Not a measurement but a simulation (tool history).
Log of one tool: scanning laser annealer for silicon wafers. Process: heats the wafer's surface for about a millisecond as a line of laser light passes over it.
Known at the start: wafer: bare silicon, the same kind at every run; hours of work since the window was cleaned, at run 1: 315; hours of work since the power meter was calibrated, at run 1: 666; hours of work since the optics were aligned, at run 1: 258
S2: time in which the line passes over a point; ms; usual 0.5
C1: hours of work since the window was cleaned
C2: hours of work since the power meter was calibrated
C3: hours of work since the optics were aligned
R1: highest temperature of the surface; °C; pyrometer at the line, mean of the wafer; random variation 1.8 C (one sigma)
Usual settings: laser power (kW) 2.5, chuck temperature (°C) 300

Run 1, hour 0: usual settings; C1 315; C2 666; C3 258. Result: R1 1043 °C.
Run 2, hour 35.5: usual settings; C1 338; C2 688; C3 281. Result: R1 1043 °C.
Run 3, hour 100.1: usual settings; C1 379; C2 730; C3 322. Result: R1 1042 °C.
Run 4, hour 168.6: usual settings; C1 423; C2 774; C3 366. Result: R1 1040 °C.
Run 5, hour 224: usual settings; C1 458; C2 809; C3 402. Result: R1 1036 °C.
Run 6, hour 287.7: usual settings; C1 499; C2 850; C3 442. Result: R1 1033 °C.
Run 7, hour 356: usual settings; C1 543; C2 894; C3 486. Result: R1 1037 °C.
At hour 362.9: laser's power meter calibrated.
Run 8, hour 401.4: usual settings but chuck temperature (°C) 289; C1 570; C2 25; C3 513. Result: R1 1021 °C.
Run 9, hour 463.8: usual settings but chuck temperature (°C) 289; C1 610; C2 65; C3 553. Result: R1 1016 °C.
At hour 478.6: laser's power meter calibrated, once more.
Run 10, hour 511.5: usual settings but chuck temperature (°C) 321; C1 639; C2 21; C3 582. Result: R1 1051 °C.
Run 11, hour 577: usual settings but laser power (kW) 2.669, S2 0.583 ms, chuck temperature (°C) 269; C1 681; C2 63; C3 624. Result: R1 1108 °C.
Run 12, hour 644: usual settings but laser power (kW) 2.539, S2 0.361 ms, chuck temperature (°C) 333; C1 723; C2 106; C3 667. Result: R1 968 °C.
At hour 666.1: window over the wafer cleaned.
Run 13, hour 703.6: usual settings but laser power (kW) 2.69, S2 0.361 ms, chuck temperature (°C) 337; C1 24; C2 143; C3 704. Result: R1 1024 °C.
Run 14, hour 746.5: usual settings but laser power (kW) 2.69, S2 0.361 ms, chuck temperature (°C) 337; C1 51; C2 170; C3 731. Result: R1 1027 °C.
Run 15, hour 787.9: usual settings but laser power (kW) 2.69, S2 0.361 ms, chuck temperature (°C) 337; C1 78; C2 197; C3 758. Result: R1 1023 °C.
Run 16, hour 855.8: usual settings but laser power (kW) 2.721, S2 0.385 ms, chuck temperature (°C) 264; C1 121; C2 240; C3 801. Result: R1 977 °C.
Run 17, hour 890.5: usual settings but chuck temperature (°C) 263; C1 144; C2 262; C3 823. Result: R1 1010 °C.
Run 18, hour 942.4: usual settings but chuck temperature (°C) 277; C1 177; C2 296; C3 857. Result: R1 1022 °C.
Run 19, hour 1011.8: usual settings but laser power (kW) 2.734, S2 0.487 ms, chuck temperature (°C) 321; C1 221; C2 340; C3 901. Result: R1 1118 °C.

Hidden state at the last listed run before each entry between runs and at the first one after, where it differs:
Between runs 7 and 8: laser's power meter calibrated (hour 362.9)
  light that passes the window, % of a clean one's: 97.31 -> 97.17; laser's true power over the reading, %: -0.54 -> -0.71; width of the line over the set one, %: 0.87 -> 0.92
  measured less the result without the state, R1: -25 -> -27 °C
Between runs 9 and 10: laser's power meter calibrated, once more (hour 478.6)
  light that passes the window, % of a clean one's: 96.95 -> 96.8; laser's true power over the reading, %: -0.74 -> -0.07; width of the line over the set one, %: 0.98 -> 1.02
  measured less the result without the state, R1: -30 -> -26 °C
Between runs 12 and 13: window over the wafer cleaned (hour 666.1)
  light that passes the window, % of a clean one's: 96.37 -> 99.51; laser's true power over the reading, %: -0.13 -> -0.16; width of the line over the set one, %: 1.15 -> 1.21
  measured less the result without the state, R1: -26 -> -8 °C
